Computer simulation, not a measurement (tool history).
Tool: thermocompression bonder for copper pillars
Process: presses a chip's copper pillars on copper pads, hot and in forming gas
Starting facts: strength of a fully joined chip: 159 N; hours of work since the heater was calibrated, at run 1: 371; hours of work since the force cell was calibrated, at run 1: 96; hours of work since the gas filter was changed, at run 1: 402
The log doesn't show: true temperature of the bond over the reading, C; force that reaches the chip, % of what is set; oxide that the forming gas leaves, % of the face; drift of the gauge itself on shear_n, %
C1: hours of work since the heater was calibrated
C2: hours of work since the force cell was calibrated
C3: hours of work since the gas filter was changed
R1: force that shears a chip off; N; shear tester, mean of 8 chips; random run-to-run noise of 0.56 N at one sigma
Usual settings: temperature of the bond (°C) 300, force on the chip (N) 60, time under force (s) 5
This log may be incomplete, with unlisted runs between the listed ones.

run 1 day=0.000 | temperature_of_the_bond_(°C)=300 force_on_the_chip_(N)=60 time_under_force_(s)=5 | C1=371 C2=96 C3=402 | R1=98.2
run 2 day=0.912 | temperature_of_the_bond_(°C)=300 force_on_the_chip_(N)=60 time_under_force_(s)=6 | C1=382 C2=107 C3=413 | R1=103.2
run 3 day=1.354 | temperature_of_the_bond_(°C)=300 force_on_the_chip_(N)=60 time_under_force_(s)=6 | C1=387 C2=112 C3=418 | R1=103.3
run 4 day=1.908 | temperature_of_the_bond_(°C)=300 force_on_the_chip_(N)=60 time_under_force_(s)=6 | C1=393 C2=118 C3=424 | R1=103.2
run 5 day=2.583 | temperature_of_the_bond_(°C)=300 force_on_the_chip_(N)=60 time_under_force_(s)=6 | C1=401 C2=126 C3=432 | R1=102.5
run 6 day=3.412 | temperature_of_the_bond_(°C)=300 force_on_the_chip_(N)=60 time_under_force_(s)=5 | C1=411 C2=136 C3=442 | R1=96.7
run 7 day=4.021 | temperature_of_the_bond_(°C)=300 force_on_the_chip_(N)=60 time_under_force_(s)=5 | C1=418 C2=143 C3=449 | R1=97.1
run 8 day=4.788 | temperature_of_the_bond_(°C)=300 force_on_the_chip_(N)=60 time_under_force_(s)=5 | C1=427 C2=152 C3=458 | R1=96.6
run 9 day=5.275 | temperature_of_the_bond_(°C)=300 force_on_the_chip_(N)=60 time_under_force_(s)=5 | C1=433 C2=158 C3=464 | R1=97.6
run 10 day=5.717 | temperature_of_the_bond_(°C)=283 force_on_the_chip_(N)=60 time_under_force_(s)=5 | C1=438 C2=163 C3=469 | R1=78.2
-- day=6.321 forming gas filter changed
run 11 day=6.450 | temperature_of_the_bond_(°C)=283 force_on_the_chip_(N)=60 time_under_force_(s)=5 | C1=446 C2=171 C3=1 | R1=82.9
-- day=6.592 heater calibrated with a thermocouple chip
run 12 day=7.229 | temperature_of_the_bond_(°C)=283 force_on_the_chip_(N)=60 time_under_force_(s)=5 | C1=7 C2=180 C3=10 | R1=79.7
run 13 day=7.775 | temperature_of_the_bond_(°C)=300 force_on_the_chip_(N)=60 time_under_force_(s)=5 | C1=14 C2=186 C3=16 | R1=98.1
run 14 day=8.592 | temperature_of_the_bond_(°C)=300 force_on_the_chip_(N)=41 time_under_force_(s)=5 | C1=23 C2=195 C3=26 | R1=75.1
run 15 day=8.988 | temperature_of_the_bond_(°C)=300 force_on_the_chip_(N)=41 time_under_force_(s)=5 | C1=28 C2=200 C3=30 | R1=75.7
run 16 day=9.958 | temperature_of_the_bond_(°C)=300 force_on_the_chip_(N)=41 time_under_force_(s)=5 | C1=39 C2=211 C3=42 | R1=75.0
-- day=10.242 heater calibrated with a thermocouple chip, once more
run 17 day=10.733 | temperature_of_the_bond_(°C)=300 force_on_the_chip_(N)=60 time_under_force_(s)=5 | C1=6 C2=220 C3=50 | R1=106.7
run 18 day=11.704 | temperature_of_the_bond_(°C)=300 force_on_the_chip_(N)=60 time_under_force_(s)=5 | C1=17 C2=231 C3=61 | R1=107.0
run 19 day=12.279 | temperature_of_the_bond_(°C)=300 force_on_the_chip_(N)=60 time_under_force_(s)=5 | C1=24 C2=238 C3=68 | R1=105.9
run 20 day=13.042 | temperature_of_the_bond_(°C)=300 force_on_the_chip_(N)=60 time_under_force_(s)=5 | C1=33 C2=247 C3=77 | R1=105.8
run 21 day=13.904 | temperature_of_the_bond_(°C)=321 force_on_the_chip_(N)=51 time_under_force_(s)=5 | C1=43 C2=257 C3=87 | R1=117.9
run 22 day=14.338 | temperature_of_the_bond_(°C)=324 force_on_the_chip_(N)=51 time_under_force_(s)=5 | C1=48 C2=262 C3=92 | R1=120.1
run 23 day=15.021 | temperature_of_the_bond_(°C)=324 force_on_the_chip_(N)=51 time_under_force_(s)=5 | C1=56 C2=270 C3=100 | R1=118.9
run 24 day=15.617 | temperature_of_the_bond_(°C)=286 force_on_the_chip_(N)=60 time_under_force_(s)=5 | C1=63 C2=277 C3=107 | R1=90.2
run 25 day=16.400 | temperature_of_the_bond_(°C)=300 force_on_the_chip_(N)=86 time_under_force_(s)=13 | C1=72 C2=286 C3=116 | R1=145.5
run 26 day=16.967 | temperature_of_the_bond_(°C)=292 force_on_the_chip_(N)=79 time_under_force_(s)=3 | C1=79 C2=292 C3=123 | R1=98.8
run 27 day=17.617 | temperature_of_the_bond_(°C)=321 force_on_the_chip_(N)=60 time_under_force_(s)=10 | C1=86 C2=300 C3=130 | R1=140.0
run 28 day=18.471 | temperature_of_the_bond_(°C)=317 force_on_the_chip_(N)=47 time_under_force_(s)=4 | C1=96 C2=310 C3=140 | R1=100.0
run 29 day=19.442 | temperature_of_the_bond_(°C)=318 force_on_the_chip_(N)=61 time_under_force_(s)=4 | C1=108 C2=321 C3=151 | R1=116.8
run 30 day=20.421 | temperature_of_the_bond_(°C)=313 force_on_the_chip_(N)=75 time_under_force_(s)=9 | C1=119 C2=333 C3=163 | R1=141.1
run 31 day=20.896 | temperature_of_the_bond_(°C)=286 force_on_the_chip_(N)=59 time_under_force_(s)=11 | C1=125 C2=338 C3=169 | R1=109.7
run 32 day=21.442 | temperature_of_the_bond_(°C)=286 force_on_the_chip_(N)=55 time_under_force_(s)=7 | C1=131 C2=345 C3=175 | R1=93.1
run 33 day=21.904 | temperature_of_the_bond_(°C)=293 force_on_the_chip_(N)=36 time_under_force_(s)=7 | C1=136 C2=350 C3=180 | R1=75.2
run 34 day=22.829 | temperature_of_the_bond_(°C)=319 force_on_the_chip_(N)=57 time_under_force_(s)=7 | C1=147 C2=361 C3=191 | R1=127.5
run 35 day=23.267 | temperature_of_the_bond_(°C)=319 force_on_the_chip_(N)=57 time_under_force_(s)=7 | C1=152 C2=366 C3=196 | R1=126.5
run 36 day=23.821 | temperature_of_the_bond_(°C)=319 force_on_the_chip_(N)=57 time_under_force_(s)=7 | C1=159 C2=373 C3=203 | R1=127.2
run 37 day=24.346 | temperature_of_the_bond_(°C)=321 force_on_the_chip_(N)=60 time_under_force_(s)=5 | C1=165 C2=379 C3=209 | R1=123.5
run 38 day=24.992 | temperature_of_the_bond_(°C)=300 force_on_the_chip_(N)=67 time_under_force_(s)=12 | C1=172 C2=386 C3=216 | R1=130.3
run 39 day=25.721 | temperature_of_the_bond_(°C)=300 force_on_the_chip_(N)=67 time_under_force_(s)=12 | C1=181 C2=395 C3=225 | R1=131.9
run 40 day=26.458 | temperature_of_the_bond_(°C)=290 force_on_the_chip_(N)=73 time_under_force_(s)=13 | C1=190 C2=403 C3=234 | R1=129.2

Here are 3 independent what-if runs from the current tool condition. What would each one return?
run A day=27.308 | temperature_of_the_bond_(°C)=293 force_on_the_chip_(N)=79 time_under_force_(s)=13 | C1=200 C2=413 C3=244 | R1=?
run B day=27.308 | temperature_of_the_bond_(°C)=277 force_on_the_chip_(N)=86 time_under_force_(s)=3 | C1=200 C2=413 C3=244 | R1=?
run C day=27.308 | temperature_of_the_bond_(°C)=321 force_on_the_chip_(N)=73 time_under_force_(s)=15 | C1=200 C2=413 C3=244 | R1=?

run=A R1=133.4
run=B R1=83.7
run=C R1=148.0
The same runs, with their run-to-run variation unchanged, on a tool lacking any hidden condition would have given:
run=A R1=141.2
run=B R1=91.9
run=C R1=153.8
